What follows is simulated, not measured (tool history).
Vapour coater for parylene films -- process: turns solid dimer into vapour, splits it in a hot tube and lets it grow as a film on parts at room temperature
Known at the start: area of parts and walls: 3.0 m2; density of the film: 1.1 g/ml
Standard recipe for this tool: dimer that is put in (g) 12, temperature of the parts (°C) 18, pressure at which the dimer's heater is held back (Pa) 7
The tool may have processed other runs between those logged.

run	hour	dimer that is put in (g)	temperature of the parts (°C)	pressure at which the dimer's heater is held back (Pa)	thickness of the film (um)
1	0	12	18	7	1.566
2	48.1	12	14	7	1.785
3	81.1	12	10	7	2.03
4	104.6	17	18	7	2.23
5	146.3	17	18	7	2.235
6	181	17	18	7	2.228
7	217	17	18	7	2.222
8	254.9	17	18	7	2.218
9	282	21	18	7	2.748
10	304.4	10	18	5.61	1.341
11	331.1	10	18	5.61	1.345
12	372	12	23	7	1.329
13	409.3	12	23	2.11	1.558
14	440.8	7	20	3.6	0.933
15	466.2	7	20	3.6	0.93
16	490.5	7	20	3.6	0.926
17	537.5	7	20	3.6	0.932
# hour 569.3: trap's valve overhauled
18	585	7	20	3.6	0.935

Each row is a separate what-if for the run after 18, all from the same tool condition, not one after another. Results?
A	632.9	10	20	2.61	?
B	632.9	12	15	7	?
C	632.9	17	14	6.59	?
D	632.9	12	12	3.86	?
E	632.9	7	20	3.09	?

run	thickness of the film (um)
A	1.394
B	1.725
C	2.549
D	2.05
E	0.957
With the hidden condition removed and each run's random variation left untouched, the same runs would have given:
run	thickness of the film (um)
A	1.394
B	1.725
C	2.549
D	2.05
E	0.957

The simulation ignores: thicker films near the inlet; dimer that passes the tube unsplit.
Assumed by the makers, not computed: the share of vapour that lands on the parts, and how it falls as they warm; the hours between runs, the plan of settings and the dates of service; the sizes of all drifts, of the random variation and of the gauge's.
